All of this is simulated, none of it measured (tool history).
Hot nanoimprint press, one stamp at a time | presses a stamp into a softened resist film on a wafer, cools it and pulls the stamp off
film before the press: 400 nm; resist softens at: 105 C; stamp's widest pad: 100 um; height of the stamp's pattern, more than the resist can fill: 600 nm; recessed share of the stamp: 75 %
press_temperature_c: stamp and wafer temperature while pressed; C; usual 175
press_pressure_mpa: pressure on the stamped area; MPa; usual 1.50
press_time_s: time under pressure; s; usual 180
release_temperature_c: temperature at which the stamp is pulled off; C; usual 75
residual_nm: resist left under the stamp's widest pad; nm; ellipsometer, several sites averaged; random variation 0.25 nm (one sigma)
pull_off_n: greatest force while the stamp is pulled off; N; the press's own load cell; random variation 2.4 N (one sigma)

run,hour,press_temperature_c,press_pressure_mpa,press_time_s,release_temperature_c,residual_nm,pull_off_n
1,0.0,175,1.50,180,75,234.4,110
2,29.0,175,1.50,180,75,234.4,111
3,47.4,175,1.50,180,75,234.4,108
4,91.7,179,1.50,180,75,211.3,111
5,126.3,179,1.50,180,75,211.3,113
6,152.0,179,1.50,180,75,211.3,109
7,189.6,175,1.50,180,69,234.1,125
8,217.5,175,1.50,180,69,234.2,124
9,253.0,175,1.50,180,69,234.2,122
10,279.4,175,1.50,180,69,235.0,116
11,317.2,175,1.50,180,75,234.8,108
# hour 339.1: plate thermocouple calibrated
12,358.0,175,1.50,180,75,234.3,112
13,397.3,175,1.50,180,75,234.8,107
14,435.6,175,1.50,180,75,234.7,117
15,476.1,186,1.50,180,75,176.5,110
16,510.2,186,1.85,228,75,144.5,116
# hour 532.3: stamp cleaned and given a new release coat
17,557.1,175,1.50,253,75,211.2,105
18,597.2,174,0.95,235,69,270.3,123
19,628.2,185,1.21,121,77,228.9,108
20,672.2,177,1.04,180,75,261.0,112
# hour 686.8: press's hydraulic seals changed and the load cell set to zero
21,723.2,177,1.04,180,75,261.7,108
22,752.7,168,1.50,180,75,278.0,111
23,777.8,175,1.50,170,68,238.0,121
24,798.8,174,1.08,305,73,238.9,114
25,839.7,174,1.08,305,73,238.5,114
26,867.6,174,1.08,305,73,238.7,114
27,901.0,175,1.99,180,71,204.8,114
28,938.9,175,1.99,180,71,205.0,122
# hour 959.5: plate thermocouple calibrated
29,972.2,175,1.99,180,71,204.8,119
30,999.0,175,1.45,180,62,237.9,136

3 ways to go on from here, each from the tool as it stands after run 30. What would each give?
A,1031.4,175,1.45,356,62,?,?
B,1031.4,181,1.50,211,66,?,?
C,1031.4,177,1.45,121,75,?,?

run,residual_nm,pull_off_n
A,192.5,134
B,190.6,128
C,253.9,106
Without the tool's hidden state the same runs would have given:
run,residual_nm,pull_off_n
A,192.5,133
B,190.6,127
C,253.9,105

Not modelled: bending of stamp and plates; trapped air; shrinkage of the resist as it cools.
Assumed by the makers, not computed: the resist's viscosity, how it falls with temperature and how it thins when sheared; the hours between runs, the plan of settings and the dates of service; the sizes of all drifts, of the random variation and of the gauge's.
